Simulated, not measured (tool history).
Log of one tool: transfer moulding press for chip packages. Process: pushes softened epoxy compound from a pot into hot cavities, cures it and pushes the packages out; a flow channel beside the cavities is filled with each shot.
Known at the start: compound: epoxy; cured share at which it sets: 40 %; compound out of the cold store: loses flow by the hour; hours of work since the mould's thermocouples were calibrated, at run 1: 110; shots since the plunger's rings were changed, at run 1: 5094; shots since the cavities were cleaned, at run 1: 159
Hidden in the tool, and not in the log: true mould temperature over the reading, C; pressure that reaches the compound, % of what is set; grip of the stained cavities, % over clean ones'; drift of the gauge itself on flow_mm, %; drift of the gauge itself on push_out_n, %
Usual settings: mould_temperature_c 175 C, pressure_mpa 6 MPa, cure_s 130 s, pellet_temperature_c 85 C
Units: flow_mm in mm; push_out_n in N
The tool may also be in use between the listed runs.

run	hour	mould_temperature_c	pressure_mpa	cure_s	pellet_temperature_c	hours of work since the mould's thermocouples were calibrated	shots since the plunger's rings were changed	shots since the cavities were cleaned	incoming compound's hours out of the cold store	flow_mm	push_out_n
1	0	175	6	130	85	110	5094	159	31.4	829	261
2	10.5	175	6	130	85	117	5193	258	19.2	865	257
3	30.5	175	6.92	130	85	130	5382	447	44.4	848	260
4	45.4	175	6.92	130	85	140	5523	588	29.1	894	270
# hour 52.6: cavities cleaned with cleaning compound and waxed
5	71.9	175	6	135	85	156	5759	182	22.6	855	235
# hour 76.7: plunger's sealing rings changed
6	91.1	175	6	130	87	167	136	340	41.7	796	256
7	109.7	175	6	130	87	179	312	516	44.9	787	260
# hour 124: cavities cleaned with cleaning compound and waxed
8	137.1	175	6	130	87	196	557	124	23.7	855	265
9	148.7	175	6	130	87	204	667	234	11.9	889	272
10	167.1	175	6	130	87	216	840	407	28.8	834	258
# hour 193.4: cavities cleaned with cleaning compound and waxed
11	193.4	175	6	130	87	232	1075	0	11.5	892	258
12	218.7	174	6	130	80	248	1314	239	45	788	255
13	233.9	180	4.91	168	85	258	1457	382	23.4	753	207
14	250.6	183	4.91	168	89	269	1615	540	38.2	708	207
# hour 263.9: cavities cleaned with cleaning compound and waxed
15	270	179	4.93	125	85	281	1785	58	9.2	803	240
16	295	179	4.93	125	85	297	2022	295	8.8	803	243
17	308.4	179	4.93	125	85	306	2148	421	24.4	754	247
18	328.8	179	4.93	125	85	319	2341	614	19.1	771	237
# hour 334.1: mould's thermocouples calibrated
# hour 335.6: cavities cleaned with cleaning compound and waxed
19	351.8	179	4.93	125	85	11	2525	153	23.9	759	237
20	376.4	171	5.06	125	85	27	2757	385	31.6	773	358
21	387	171	5.06	125	85	34	2858	486	22.5	799	367

The next listed run, before its measurement:
# hour 406.1: cavities cleaned with cleaning compound and waxed
22	408.4	175	6.36	130	91	47	3046	22	44.3	?	?

Run 22 gave flow_mm 810 mm, push_out_n 257 N.
Without the tool's hidden state the same run would have given flow_mm 810 mm, push_out_n 257 N.
